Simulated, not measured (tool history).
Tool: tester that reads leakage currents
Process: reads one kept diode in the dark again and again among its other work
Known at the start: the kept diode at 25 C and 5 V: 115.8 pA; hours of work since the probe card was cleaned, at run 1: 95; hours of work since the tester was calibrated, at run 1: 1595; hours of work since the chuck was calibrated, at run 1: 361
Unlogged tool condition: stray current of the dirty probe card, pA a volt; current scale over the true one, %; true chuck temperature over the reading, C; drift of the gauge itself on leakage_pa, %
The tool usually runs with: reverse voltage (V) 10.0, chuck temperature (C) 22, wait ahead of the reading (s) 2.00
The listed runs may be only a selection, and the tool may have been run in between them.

run	hour	reverse voltage (V)	chuck temperature (C)	wait ahead of the reading (s)	hours of work since the probe card was cleaned	hours of work since the tester was calibrated	hours of work since the chuck was calibrated	current that the tester gives (pA)
1	0.0	10.0	22	2.00	95	1595	361	120.37
2	141.3	10.0	22	2.00	164	1665	431	121.74
3	216.6	10.0	22	2.00	201	1702	468	122.10
4	304.6	10.0	22	2.00	244	1745	511	122.84
5	393.1	10.0	22	2.00	288	1788	554	123.54
6	491.5	10.0	22	2.00	336	1837	603	124.43
7	599.7	3.3	22	7.03	389	1890	656	79.35
8	715.8	3.3	22	7.03	446	1947	713	79.89
9	786.6	3.3	50	7.03	481	1982	747	772.97
# hour 800.1: probe card cleaned and baked
10	898.0	12.7	34	2.00	48	2035	801	383.85
11	976.0	10.0	51	1.00	86	2073	839	1307.76
12	1087.4	10.0	51	0.40	141	2128	894	1301.03

The same runs without the tool's hidden state, with the same run-to-run variation:
run	current that the tester gives (pA)
1	116.81
2	117.11
3	116.94
4	116.95
5	116.98
6	117.13
7	74.99
8	75.09
9	741.37
10	358.05
11	1244.16
12	1234.02
